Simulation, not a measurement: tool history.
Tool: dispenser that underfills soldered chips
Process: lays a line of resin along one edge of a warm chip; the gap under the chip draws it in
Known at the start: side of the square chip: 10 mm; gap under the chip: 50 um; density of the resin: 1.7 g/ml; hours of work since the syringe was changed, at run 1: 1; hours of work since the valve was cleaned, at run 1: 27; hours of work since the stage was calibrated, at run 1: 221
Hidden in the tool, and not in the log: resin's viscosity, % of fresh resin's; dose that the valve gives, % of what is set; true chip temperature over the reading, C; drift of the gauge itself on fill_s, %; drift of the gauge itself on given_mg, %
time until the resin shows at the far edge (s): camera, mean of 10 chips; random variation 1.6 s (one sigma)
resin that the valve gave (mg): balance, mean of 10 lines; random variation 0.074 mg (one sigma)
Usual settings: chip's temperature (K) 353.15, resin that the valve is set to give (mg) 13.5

run,day,chip's temperature (K),resin that the valve is set to give (mg),hours of work since the syringe was changed,hours of work since the valve was cleaned,hours of work since the stage was calibrated,time until the resin shows at the far edge (s),resin that the valve gave (mg)
1,0,353.15,13.5,1,27,221,185.3,13.3
2,0.438,359.15,13.5,8,34,228,247.8,13.25
# day 0.675: new syringe of resin
3,0.733,359.15,13.5,1,38,232,135.2,13.25
4,1.117,359.15,13.5,7,44,238,233.5,13.26
# day 1.417: new syringe of resin
5,1.467,353.15,16.7,1,50,244,183.9,16.47
6,1.817,353.15,16.7,6,55,249,290.5,16.27
# day 2.154: new syringe of resin
7,2.154,353.15,16.7,0,60,254,166,16.32
8,2.775,353.15,16.7,10,70,264,401.8,16.2
# day 2.929: new syringe of resin
9,3.062,353.15,13.5,2,75,269,208.6,13.12
10,3.612,362.15,13.5,11,84,278,292.5,13.01
# day 3.696: new syringe of resin
11,4.221,353.15,12.5,8,93,287,365.1,11.96
# day 4.438: new syringe of resin
12,4.733,353.15,12.5,5,101,295,270.5,11.98
# day 5.162: dispensing valve cleaned and set on the balance
# day 5.233: new syringe of resin
13,5.3,353.15,12.5,1,2,303,196.5,12.4
14,5.896,353.15,16.1,11,11,313,444.7,16.05
# day 5.967: new syringe of resin
15,6.188,353.15,16.1,4,16,317,240.3,16.01
16,6.521,353.15,13.5,9,21,322,387,13.4
# day 6.712: new syringe of resin
17,6.938,353.15,13.5,4,28,329,246.7,13.25
18,7.371,342.15,17.1,11,35,336,814.8,16.96
# day 7.475: new syringe of resin
19,7.988,357.15,16,8,44,346,301.6,15.54
# day 8.208: new syringe of resin
20,8.375,357.15,16,3,50,352,177.6,15.8
# day 8.938: new syringe of resin
21,9.025,364.15,13.1,1,61,362,117.5,12.71
22,9.308,364.15,13.1,6,65,366,174,12.63
# day 9.683: new syringe of resin
23,9.858,364.15,13.1,3,74,375,132.1,12.74
24,10.154,353.15,12,8,78,380,359.4,11.71
# day 10.442: new syringe of resin
25,10.512,340.15,12.6,1,84,385,408,12.17
26,11.154,362.15,15.7,11,94,395,310.6,15.17
# day 11.2: new syringe of resin
27,11.692,362.15,15.7,8,103,404,226.3,15
# day 11.971: new syringe of resin
# day 12.071: dispensing valve cleaned and set on the balance
28,12.079,343.15,14,1,0,409,342,14
29,12.721,365.15,15.1,11,10,419,261.4,15.02
# day 12.775: new syringe of resin
30,13.338,365.15,15.1,9,20,429,218.9,14.88
# day 13.525: new syringe of resin
31,13.708,348.15,14.4,3,26,435,315.1,14.28
32,14.012,351.15,13.1,8,31,440,411.3,12.96
# day 14.308: new syringe of resin
33,14.646,351.15,15.1,5,41,449,325.3,14.83
# day 15.079: new syringe of resin
34,15.238,356.15,14,3,50,459,204,13.76

3 ways to go on from here, each from the tool as it stands after run 34. What would each give?
A,15.654,359.15,12,9,56,465,?,?
B,15.654,352.15,13.8,9,56,465,?,?
C,15.654,350.15,13.5,9,56,465,?,?

run,time until the resin shows at the far edge (s),resin that the valve gave (mg)
A,315.9,11.71
B,456.3,13.47
C,495.5,13.11
Without the tool's hidden state the same runs would have given:
run,time until the resin shows at the far edge (s),resin that the valve gave (mg)
A,117.4,11.99
B,169.1,13.79
C,182.9,13.43
